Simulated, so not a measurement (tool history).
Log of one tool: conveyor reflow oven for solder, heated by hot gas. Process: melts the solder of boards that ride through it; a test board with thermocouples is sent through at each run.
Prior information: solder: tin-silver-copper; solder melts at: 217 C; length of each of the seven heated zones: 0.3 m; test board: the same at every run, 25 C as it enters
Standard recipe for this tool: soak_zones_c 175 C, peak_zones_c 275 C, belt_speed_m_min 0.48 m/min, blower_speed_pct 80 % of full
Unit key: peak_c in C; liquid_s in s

{"run": 1, "hour": 0.0, "soak_zones_c": 175, "peak_zones_c": 275, "belt_speed_m_min": 0.48, "blower_speed_pct": 80, "peak_c": 260.8, "liquid_s": 62.6}
{"run": 2, "hour": 15.8, "soak_zones_c": 175, "peak_zones_c": 275, "belt_speed_m_min": 0.48, "blower_speed_pct": 80, "peak_c": 260.8, "liquid_s": 62.5}
{"run": 3, "hour": 27.6, "soak_zones_c": 175, "peak_zones_c": 275, "belt_speed_m_min": 0.54, "blower_speed_pct": 80, "peak_c": 256.8, "liquid_s": 53.1}
{"run": 4, "hour": 37.2, "soak_zones_c": 175, "peak_zones_c": 275, "belt_speed_m_min": 0.48, "blower_speed_pct": 80, "peak_c": 260.7, "liquid_s": 62.6}
{"run": 5, "hour": 53.1, "soak_zones_c": 175, "peak_zones_c": 264, "belt_speed_m_min": 0.48, "blower_speed_pct": 80, "peak_c": 250.7, "liquid_s": 56.4}
{"run": 6, "hour": 70.9, "soak_zones_c": 175, "peak_zones_c": 264, "belt_speed_m_min": 0.48, "blower_speed_pct": 80, "peak_c": 250.5, "liquid_s": 56.4}
{"hour": 86.8, "done": "flux residue cleaned out of gas plates and filters"}
{"run": 7, "hour": 90.8, "soak_zones_c": 175, "peak_zones_c": 279, "belt_speed_m_min": 0.48, "blower_speed_pct": 80, "peak_c": 262.4, "liquid_s": 63.3}
{"run": 8, "hour": 103.2, "soak_zones_c": 175, "peak_zones_c": 279, "belt_speed_m_min": 0.48, "blower_speed_pct": 80, "peak_c": 262.1, "liquid_s": 63.2}
{"run": 9, "hour": 111.5, "soak_zones_c": 175, "peak_zones_c": 275, "belt_speed_m_min": 0.48, "blower_speed_pct": 80, "peak_c": 258.6, "liquid_s": 61.1}
{"run": 10, "hour": 123.9, "soak_zones_c": 175, "peak_zones_c": 275, "belt_speed_m_min": 0.48, "blower_speed_pct": 78, "peak_c": 258.4, "liquid_s": 61}
{"run": 11, "hour": 138.6, "soak_zones_c": 175, "peak_zones_c": 275, "belt_speed_m_min": 0.435, "blower_speed_pct": 80, "peak_c": 262, "liquid_s": 70}
{"run": 12, "hour": 158.3, "soak_zones_c": 175, "peak_zones_c": 275, "belt_speed_m_min": 0.48, "blower_speed_pct": 80, "peak_c": 258.6, "liquid_s": 61}
{"run": 13, "hour": 170.6, "soak_zones_c": 175, "peak_zones_c": 275, "belt_speed_m_min": 0.48, "blower_speed_pct": 80, "peak_c": 258.5, "liquid_s": 61.1}
{"hour": 182.4, "done": "flux residue cleaned out of gas plates and filters, once more"}
{"run": 14, "hour": 189.3, "soak_zones_c": 175, "peak_zones_c": 275, "belt_speed_m_min": 0.48, "blower_speed_pct": 80, "peak_c": 262.7, "liquid_s": 64.1}
{"run": 15, "hour": 205.7, "soak_zones_c": 175, "peak_zones_c": 275, "belt_speed_m_min": 0.48, "blower_speed_pct": 80, "peak_c": 262.7, "liquid_s": 63.9}
{"run": 16, "hour": 215.6, "soak_zones_c": 175, "peak_zones_c": 275, "belt_speed_m_min": 0.48, "blower_speed_pct": 80, "peak_c": 262.5, "liquid_s": 64}
{"run": 17, "hour": 227.1, "soak_zones_c": 175, "peak_zones_c": 275, "belt_speed_m_min": 0.48, "blower_speed_pct": 80, "peak_c": 262.8, "liquid_s": 64.1}
{"run": 18, "hour": 236.5, "soak_zones_c": 175, "peak_zones_c": 275, "belt_speed_m_min": 0.48, "blower_speed_pct": 74, "peak_c": 261.8, "liquid_s": 63.2}
{"run": 19, "hour": 245.4, "soak_zones_c": 175, "peak_zones_c": 275, "belt_speed_m_min": 0.48, "blower_speed_pct": 74, "peak_c": 261.6, "liquid_s": 63.3}
{"run": 20, "hour": 262.1, "soak_zones_c": 175, "peak_zones_c": 275, "belt_speed_m_min": 0.48, "blower_speed_pct": 74, "peak_c": 261.7, "liquid_s": 63.4}
{"run": 21, "hour": 274.4, "soak_zones_c": 175, "peak_zones_c": 275, "belt_speed_m_min": 0.48, "blower_speed_pct": 74, "peak_c": 261.6, "liquid_s": 63.3}
{"run": 22, "hour": 288.6, "soak_zones_c": 177, "peak_zones_c": 275, "belt_speed_m_min": 0.48, "blower_speed_pct": 74, "peak_c": 261.8, "liquid_s": 64.1}
{"run": 23, "hour": 308.0, "soak_zones_c": 177, "peak_zones_c": 275, "belt_speed_m_min": 0.48, "blower_speed_pct": 74, "peak_c": 261.8, "liquid_s": 64.2}
{"run": 24, "hour": 327.2, "soak_zones_c": 177, "peak_zones_c": 275, "belt_speed_m_min": 0.48, "blower_speed_pct": 74, "peak_c": 261.9, "liquid_s": 64}
{"run": 25, "hour": 337.7, "soak_zones_c": 175, "peak_zones_c": 275, "belt_speed_m_min": 0.502, "blower_speed_pct": 80, "peak_c": 261, "liquid_s": 60.2}
{"run": 26, "hour": 353.4, "soak_zones_c": 175, "peak_zones_c": 275, "belt_speed_m_min": 0.479, "blower_speed_pct": 72, "peak_c": 261.1, "liquid_s": 63.1}
{"run": 27, "hour": 365.9, "soak_zones_c": 175, "peak_zones_c": 275, "belt_speed_m_min": 0.566, "blower_speed_pct": 57, "peak_c": 252.2, "liquid_s": 46.6}
{"run": 28, "hour": 383.4, "soak_zones_c": 175, "peak_zones_c": 275, "belt_speed_m_min": 0.566, "blower_speed_pct": 57, "peak_c": 251.9, "liquid_s": 46.7}
{"run": 29, "hour": 394.2, "soak_zones_c": 187, "peak_zones_c": 275, "belt_speed_m_min": 0.566, "blower_speed_pct": 57, "peak_c": 255, "liquid_s": 52.6}
{"run": 30, "hour": 412.0, "soak_zones_c": 187, "peak_zones_c": 275, "belt_speed_m_min": 0.566, "blower_speed_pct": 57, "peak_c": 254.5, "liquid_s": 52.5}
{"run": 31, "hour": 425.1, "soak_zones_c": 173, "peak_zones_c": 287, "belt_speed_m_min": 0.48, "blower_speed_pct": 66, "peak_c": 270.5, "liquid_s": 67}

Each row is a separate what-if for the run after 31, all from the same tool condition, not one after another. Results?
{"run": "A", "hour": 437.0, "soak_zones_c": 170, "peak_zones_c": 288, "belt_speed_m_min": 0.48, "blower_speed_pct": 66, "peak_c": "?", "liquid_s": "?"}
{"run": "B", "hour": 437.0, "soak_zones_c": 175, "peak_zones_c": 269, "belt_speed_m_min": 0.431, "blower_speed_pct": 80, "peak_c": "?", "liquid_s": "?"}
{"run": "C", "hour": 437.0, "soak_zones_c": 164, "peak_zones_c": 275, "belt_speed_m_min": 0.48, "blower_speed_pct": 80, "peak_c": "?", "liquid_s": "?"}

run=A peak_c=270.8 liquid_s=66.3
run=B peak_c=259.4 liquid_s=70.2
run=C peak_c=260.5 liquid_s=59.3
Without the tool's hidden state the same runs would have given:
run=A peak_c=271.4 liquid_s=65.9
run=B peak_c=259.6 liquid_s=69.9
run=C peak_c=261.3 liquid_s=59.4
